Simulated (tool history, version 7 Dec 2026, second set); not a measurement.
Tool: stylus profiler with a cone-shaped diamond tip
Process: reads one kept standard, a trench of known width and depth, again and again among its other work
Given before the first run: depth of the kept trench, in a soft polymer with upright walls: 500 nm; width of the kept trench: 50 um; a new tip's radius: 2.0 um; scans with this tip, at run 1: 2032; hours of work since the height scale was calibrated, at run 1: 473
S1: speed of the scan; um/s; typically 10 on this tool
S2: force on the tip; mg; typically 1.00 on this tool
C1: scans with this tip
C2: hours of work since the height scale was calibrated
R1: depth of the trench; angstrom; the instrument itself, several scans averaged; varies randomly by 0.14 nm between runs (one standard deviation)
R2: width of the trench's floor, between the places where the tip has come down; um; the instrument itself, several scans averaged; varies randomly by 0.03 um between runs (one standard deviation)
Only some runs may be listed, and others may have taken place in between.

{"run": 1, "hour": 0.0, "S1": 10, "S2": 1.0, "C1": 2032, "C2": 473, "R1": 5030.2, "R2": 47.1}
{"run": 2, "hour": 78.4, "S1": 10, "S2": 1.0, "C1": 2214, "C2": 515, "R1": 5030.7, "R2": 47.09}
{"run": 3, "hour": 127.9, "S1": 10, "S2": 1.0, "C1": 2330, "C2": 542, "R1": 5030.1, "R2": 47.06}
{"run": 4, "hour": 172.7, "S1": 10, "S2": 1.0, "C1": 2434, "C2": 566, "R1": 5031.0, "R2": 47.06}
{"run": 5, "hour": 253.5, "S1": 36, "S2": 1.0, "C1": 2622, "C2": 610, "R1": 5030.9, "R2": 46.87}
{"run": 6, "hour": 313.4, "S1": 36, "S2": 1.0, "C1": 2761, "C2": 642, "R1": 5031.6, "R2": 46.96}
{"run": 7, "hour": 397.2, "S1": 10, "S2": 0.53, "C1": 2956, "C2": 688, "R1": 5025.4, "R2": 46.99}
{"run": 8, "hour": 434.3, "S1": 10, "S2": 1.0, "C1": 3042, "C2": 708, "R1": 5033.6, "R2": 47.01}
{"run": 9, "hour": 473.0, "S1": 10, "S2": 1.0, "C1": 3132, "C2": 729, "R1": 5032.2, "R2": 46.98}
{"run": 10, "hour": 513.5, "S1": 10, "S2": 1.0, "C1": 3226, "C2": 751, "R1": 5031.9, "R2": 46.95}
{"run": 11, "hour": 563.6, "S1": 10, "S2": 1.0, "C1": 3343, "C2": 778, "R1": 5033.5, "R2": 46.96}
{"run": 12, "hour": 629.9, "S1": 10, "S2": 1.0, "C1": 3497, "C2": 814, "R1": 5032.3, "R2": 46.96}
{"run": 13, "hour": 670.5, "S1": 10, "S2": 1.0, "C1": 3591, "C2": 836, "R1": 5034.1, "R2": 46.96}
{"run": 14, "hour": 753.1, "S1": 8, "S2": 1.19, "C1": 3783, "C2": 880, "R1": 5038.3, "R2": 46.92}
{"run": 15, "hour": 821.4, "S1": 9, "S2": 2.79, "C1": 3942, "C2": 917, "R1": 5061.1, "R2": 46.92}
{"run": 16, "hour": 861.1, "S1": 9, "S2": 2.79, "C1": 4034, "C2": 939, "R1": 5058.7, "R2": 46.93}
{"run": 17, "hour": 925.9, "S1": 3, "S2": 2.65, "C1": 4185, "C2": 974, "R1": 5058.1, "R2": 46.96}
{"run": 18, "hour": 993.9, "S1": 19, "S2": 0.42, "C1": 4343, "C2": 1011, "R1": 5022.3, "R2": 46.74}
{"run": 19, "hour": 1050.6, "S1": 19, "S2": 2.32, "C1": 4475, "C2": 1041, "R1": 5055.9, "R2": 46.83}
{"run": 20, "hour": 1088.9, "S1": 19, "S2": 2.32, "C1": 4564, "C2": 1062, "R1": 5054.2, "R2": 46.84}
{"run": 21, "hour": 1129.7, "S1": 22, "S2": 2.32, "C1": 4659, "C2": 1084, "R1": 5055.1, "R2": 46.86}
{"run": 22, "hour": 1188.4, "S1": 27, "S2": 2.32, "C1": 4795, "C2": 1116, "R1": 5055.7, "R2": 46.87}

Predict each of these 4 candidate next runs independently; none follows another, all start after run 22:
{"run": "A", "hour": 1258.6, "S1": 4, "S2": 1.5, "C1": 4959, "C2": 1154, "R1": "?", "R2": "?"}
{"run": "B", "hour": 1258.6, "S1": 2, "S2": 0.53, "C1": 4959, "C2": 1154, "R1": "?", "R2": "?"}
{"run": "C", "hour": 1258.6, "S1": 10, "S2": 1.42, "C1": 4959, "C2": 1154, "R1": "?", "R2": "?"}
{"run": "D", "hour": 1258.6, "S1": 2, "S2": 0.34, "C1": 4959, "C2": 1154, "R1": "?", "R2": "?"}

run=A R1=5043.7 R2=46.90
run=B R1=5027.6 R2=46.81
run=C R1=5044.8 R2=46.84
run=D R1=5024.4 R2=46.83
With the hidden condition removed and each run's random variation left untouched, the same runs would have given:
run=A R1=5033.9 R2=47.38
run=B R1=5017.9 R2=47.29
run=C R1=5035.0 R2=47.32
run=D R1=5014.7 R2=47.31

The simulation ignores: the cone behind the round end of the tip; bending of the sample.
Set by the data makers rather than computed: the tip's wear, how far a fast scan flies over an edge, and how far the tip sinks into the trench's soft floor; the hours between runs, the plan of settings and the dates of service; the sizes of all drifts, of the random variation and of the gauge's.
